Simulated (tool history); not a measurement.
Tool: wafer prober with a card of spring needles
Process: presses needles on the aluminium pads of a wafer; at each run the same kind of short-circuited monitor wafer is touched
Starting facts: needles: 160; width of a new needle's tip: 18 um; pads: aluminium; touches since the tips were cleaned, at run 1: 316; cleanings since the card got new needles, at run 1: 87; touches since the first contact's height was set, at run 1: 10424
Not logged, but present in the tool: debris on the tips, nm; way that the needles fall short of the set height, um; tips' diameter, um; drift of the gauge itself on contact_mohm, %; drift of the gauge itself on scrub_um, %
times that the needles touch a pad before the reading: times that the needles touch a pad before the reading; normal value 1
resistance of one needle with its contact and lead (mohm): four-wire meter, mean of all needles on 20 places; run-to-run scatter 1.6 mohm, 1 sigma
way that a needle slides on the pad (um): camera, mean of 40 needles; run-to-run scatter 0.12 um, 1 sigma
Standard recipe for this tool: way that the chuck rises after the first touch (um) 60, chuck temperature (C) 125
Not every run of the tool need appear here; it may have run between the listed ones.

run   hour  way that the chuck rises after the first touch (um)  chuck temperature (C)  times that the needles touch a pad before the reading  touches since the tips were cleaned  cleanings since the card got new needles  touches since the first contact's height was set  resistance of one needle with its contact and lead (mohm)  way that a needle slides on the pad (um)
  1      0                                                   60                    125                                                      1                                  316                                        87                                             10424                                                        177                                      8.42
       4.1  -- tips cleaned on abrasive film
       9.1  -- tips cleaned on abrasive film
      14.2  -- tips cleaned on abrasive film
  2   17.1                                                   60                    125                                                      1                                 1262                                        90                                             17625                                                        201                                      8.29
      19.2  -- tips cleaned on abrasive film
      23.6  -- tips cleaned on abrasive film
  3   27.3                                                   60                    125                                                      1                                 1574                                        92                                             21905                                                        219                                      8.41
      28.3  -- tips cleaned on abrasive film
      33.5  -- tips cleaned on abrasive film
      38.3  -- tips cleaned on abrasive film
  4   40.2                                                   60                    125                                                      2                                  813                                        95                                             27288                                                        180                                      8.55
      43.5  -- tips cleaned on abrasive film
        48  -- tips cleaned on abrasive film
  5   51.1                                                   60                     48                                                      1                                 1328                                        97                                             31883                                                        200                                      8.25
      53.2  -- tips cleaned on abrasive film
      58.4  -- tips cleaned on abrasive film
      63.7  -- tips cleaned on abrasive film
      68.9  -- tips cleaned on abrasive film
  6   68.9                                                   60                     48                                                      1                                   21                                       101                                             39345                                                        157                                       7.9
      73.9  -- tips cleaned on abrasive film
      79.1  -- tips cleaned on abrasive film
      84.4  -- tips cleaned on abrasive film
  7   86.8                                                   60                     48                                                      1                                 1037                                       104                                             46895                                                        196                                      8.29
      88.9  -- tips cleaned on abrasive film
      94.1  -- tips cleaned on abrasive film
  8     98                                                   60                     48                                                      1                                 1690                                       106                                             51600                                                        221                                      8.08
      99.2  -- tips cleaned on abrasive film
     103.6  -- tips cleaned on abrasive film
     108.2  -- tips cleaned on abrasive film
  9  108.2                                                   60                    125                                                      1                                    0                                       109                                             55811                                                        168                                      7.97
       113  -- tips cleaned on abrasive film
     117.4  -- tips cleaned on abrasive film
 10  120.5                                                   60                    125                                                      1                                 1361                                       111                                             61027                                                        221                                      8.05
     122.8  -- tips cleaned on abrasive film
       128  -- tips cleaned on abrasive film
       133  -- tips cleaned on abrasive film
 11    134                                                   60                    125                                                      1                                  431                                       114                                             66667                                                        188                                      7.99
     135.4  -- height of the first contact set anew
     138.7  -- tips cleaned on abrasive film
     143.9  -- tips cleaned on abrasive film
 12    144                                                   60                    125                                                      3                                   61                                       116                                              3604                                                        174                                       7.7
     149.2  -- tips cleaned on abrasive film
     154.4  -- tips cleaned on abrasive film
 13  156.6                                                   60                    125                                                      3                                  933                                       118                                              8915                                                        184                                      7.61
     159.8  -- tips cleaned on abrasive film
     164.5  -- tips cleaned on abrasive film
 14  164.5                                                   60                    125                                                      3                                    0                                       120                                             12224                                                        170                                      7.69
     169.7  -- tips cleaned on abrasive film
     174.1  -- tips cleaned on abrasive film
       179  -- tips cleaned on abrasive film
 15    179                                                   60                    125                                                      1                                    0                                       123                                             18289                                                        172                                      7.69
     184.1  -- tips cleaned on abrasive film
     189.2  -- tips cleaned on abrasive film
       194  -- tips cleaned on abrasive film
 16  194.9                                                   41                    125                                                      1                                  392                                       126                                             24993                                                        267                                      4.93
     198.5  -- tips cleaned on abrasive film
     202.9  -- tips cleaned on abrasive film
     207.9  -- tips cleaned on abrasive film
 17  208.5                                                   60                     78                                                      3                                  264                                       129                                             30689                                                        164                                      7.65
     212.6  -- tips cleaned on abrasive film
       217  -- tips cleaned on abrasive film
     221.4  -- height of the first contact set anew, once more
 18  221.4                                                   60                     56                                                      3                                 1745                                       131                                                 0                                                        175                                      8.49
     222.6  -- tips cleaned on abrasive film
     227.5  -- tips cleaned on abrasive film
 19  229.5                                                   79                     89                                                      1                                  888                                       133                                              3397                                                        165                                     11.25
     232.5  -- tips cleaned on abrasive film
     237.2  -- tips cleaned on abrasive film
 20  239.6                                                   73                    125                                                      1                                 1024                                       135                                              7606                                                        180                                     10.29
     241.8  -- tips cleaned on abrasive film
     247.2  -- tips cleaned on abrasive film
     252.7  -- tips cleaned on abrasive film
 21  256.9                                                   50                    125                                                      2                                 1789                                       138                                             14892                                                        231                                      6.92
       258  -- tips cleaned on abrasive film
     262.9  -- tips cleaned on abrasive film
     267.8  -- tips cleaned on abrasive film
 22  269.6                                                   50                    125                                                      2                                  753                                       141                                             20209                                                        202                                      6.85
     272.7  -- tips cleaned on abrasive film
     278.1  -- tips cleaned on abrasive film
 23  279.6                                                   50                    125                                                      2                                  631                                       143                                             24419                                                        204                                      6.88
     282.8  -- tips cleaned on abrasive film
 24    287                                                   60                     72                                                      2                                 1815                                       144                                             27540                                                        204                                      8.28
     288.2  -- tips cleaned on abrasive film
     293.5  -- tips cleaned on abrasive film
     298.1  -- tips cleaned on abrasive film
     302.5  -- tips cleaned on abrasive film
 25  303.4                                                   60                     63                                                      2                                  377                                       148                                             34379                                                        166                                      8.39
     307.6  -- tips cleaned on abrasive film
     312.9  -- tips cleaned on abrasive film
     318.1  -- tips cleaned on abrasive film
 26  319.9                                                   60                     63                                                      2                                  752                                       151                                             41319                                                        174                                      8.28
     322.8  -- tips cleaned on abrasive film
     327.9  -- tips cleaned on abrasive film
     332.9  -- tips cleaned on abrasive film
 27  334.1                                                   60                     46                                                      2                                  505                                       154                                             47287                                                        168                                      8.12
     337.9  -- tips cleaned on abrasive film
     342.8  -- tips cleaned on abrasive film
 28  344.4                                                   47                     70                                                      1                                  710                                       156                                             51622                                                        221                                      6.23
     347.5  -- tips cleaned on abrasive film
     352.7  -- tips cleaned on abrasive film
       358  -- tips cleaned on abrasive film
 29  359.5                                                   59                     70                                                      1                                  650                                       159                                             57970                                                        197                                      8.07

What if the next run were any one of these 3? Each begins from the tool's condition after run 29:
     362.6  -- tips cleaned on abrasive film
     367.5  -- tips cleaned on abrasive film
  A  367.5                                                   60                     83                                                      1                                    0                                       161                                             61283                                                          ?                                         ?
     362.6  -- tips cleaned on abrasive film
     367.5  -- tips cleaned on abrasive film
  B  367.5                                                   59                     70                                                      1                                    0                                       161                                             61283                                                          ?                                         ?
     362.6  -- tips cleaned on abrasive film
     367.5  -- tips cleaned on abrasive film
  C  367.5                                                   60                    125                                                      1                                    0                                       161                                             61283                                                          ?                                         ?

run  resistance of one needle with its contact and lead (mohm)  way that a needle slides on the pad (um)
  A                                                        163                                       8.1
  B                                                        161                                      7.89
  C                                                        171                                      8.22
Without the tool's hidden state the same runs would have given:
run  resistance of one needle with its contact and lead (mohm)  way that a needle slides on the pad (um)
  A                                                        147                                      8.53
  B                                                        144                                      8.32
  C                                                        153                                      8.66

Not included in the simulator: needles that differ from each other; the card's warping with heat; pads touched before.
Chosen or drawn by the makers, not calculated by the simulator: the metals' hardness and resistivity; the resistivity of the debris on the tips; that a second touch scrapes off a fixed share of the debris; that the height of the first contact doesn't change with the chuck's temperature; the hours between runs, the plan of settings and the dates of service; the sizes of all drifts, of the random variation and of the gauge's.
